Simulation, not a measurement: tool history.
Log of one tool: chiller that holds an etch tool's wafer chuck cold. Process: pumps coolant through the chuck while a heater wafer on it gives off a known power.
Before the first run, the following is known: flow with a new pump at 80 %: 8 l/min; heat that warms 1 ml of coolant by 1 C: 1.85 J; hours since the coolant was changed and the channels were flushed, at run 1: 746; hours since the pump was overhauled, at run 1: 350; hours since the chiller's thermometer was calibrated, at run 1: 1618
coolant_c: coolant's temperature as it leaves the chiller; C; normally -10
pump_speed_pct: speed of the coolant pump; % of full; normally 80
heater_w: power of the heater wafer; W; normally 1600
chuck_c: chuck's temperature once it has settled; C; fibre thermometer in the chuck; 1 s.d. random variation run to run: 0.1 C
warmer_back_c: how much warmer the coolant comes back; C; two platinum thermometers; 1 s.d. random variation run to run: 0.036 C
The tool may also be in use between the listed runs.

run   hour  coolant_c  pump_speed_pct  heater_w  hours since the coolant was changed and the channels were flushed  hours since the pump was overhauled  hours since the chiller's thermometer was calibrated  chuck_c  warmer_back_c
  1      0        -10              80      1600                                                                746                                  350                                                  1618      9.8           6.56
  2   24.2        -10              80      1600                                                                771                                  375                                                  1642     10.1           6.63
  3   65.1        -10              80      1600                                                                812                                  416                                                  1683     10.1           6.58
  4   95.1        -10              80      1600                                                                842                                  446                                                  1713       10           6.52
  5  123.7        -10              80      1600                                                                870                                  474                                                  1741     10.2           6.54
  6  151.7        -10              80      1600                                                                898                                  502                                                  1769     10.4           6.58
  7  208.5        -10              80      1600                                                                955                                  559                                                  1826     10.3           6.63
  8  246.2        -10              80      1600                                                                993                                  597                                                  1864     10.3           6.64
  9  285.2        -10              80      1600                                                               1032                                  636                                                  1903     10.4           6.68
 10  339.5        -10              77      1600                                                               1086                                  690                                                  1957     11.2           6.93
 11  388.2        -15              90       845                                                               1135                                  739                                                  2006     -4.9           3.07
 12  438.8        -15              90       845                                                               1185                                  789                                                  2056     -5.1           3.06
 13  472.5        -15              90       845                                                               1219                                  823                                                  2090     -5.1           3.07
 14  502.8        -15              90       845                                                               1249                                  853                                                  2120     -4.8            3.1
 15  543.2        -15              90       845                                                               1290                                  894                                                  2161     -4.9           3.11
 16  573.1         -7              77       845                                                               1319                                  923                                                  2191      4.6           3.72
 17  624.1         -6              89      2229                                                               1370                                  974                                                  2242     20.4           8.38
 18  659.5         -8              75      2229                                                               1406                                 1010                                                  2277     22.7          10.06
 19    685         -7              89      1913                                                               1431                                 1035                                                  2303     15.7           7.24
 20  715.7         -7              80      2376                                                               1462                                 1066                                                  2333       24          10.04

3 options for the next run, each taken on its own from the tool as it stands now. Forecast them:
  A  762.8         -4              80      2107                                                               1509                                 1113                                                  2380        ?              ?
  B  762.8         -2             100      1209                                                               1509                                 1113                                                  2380        ?              ?
  C  762.8        -14              81      2376                                                               1509                                 1113                                                  2380        ?              ?

run  chuck_c  warmer_back_c
  A     23.5           8.88
  B     11.2           4.02
  C     16.7           9.96
Without the tool's unlogged condition, the same runs would have read:
run  chuck_c  warmer_back_c
  A       21           8.48
  B      9.8           3.84
  C       14           9.51

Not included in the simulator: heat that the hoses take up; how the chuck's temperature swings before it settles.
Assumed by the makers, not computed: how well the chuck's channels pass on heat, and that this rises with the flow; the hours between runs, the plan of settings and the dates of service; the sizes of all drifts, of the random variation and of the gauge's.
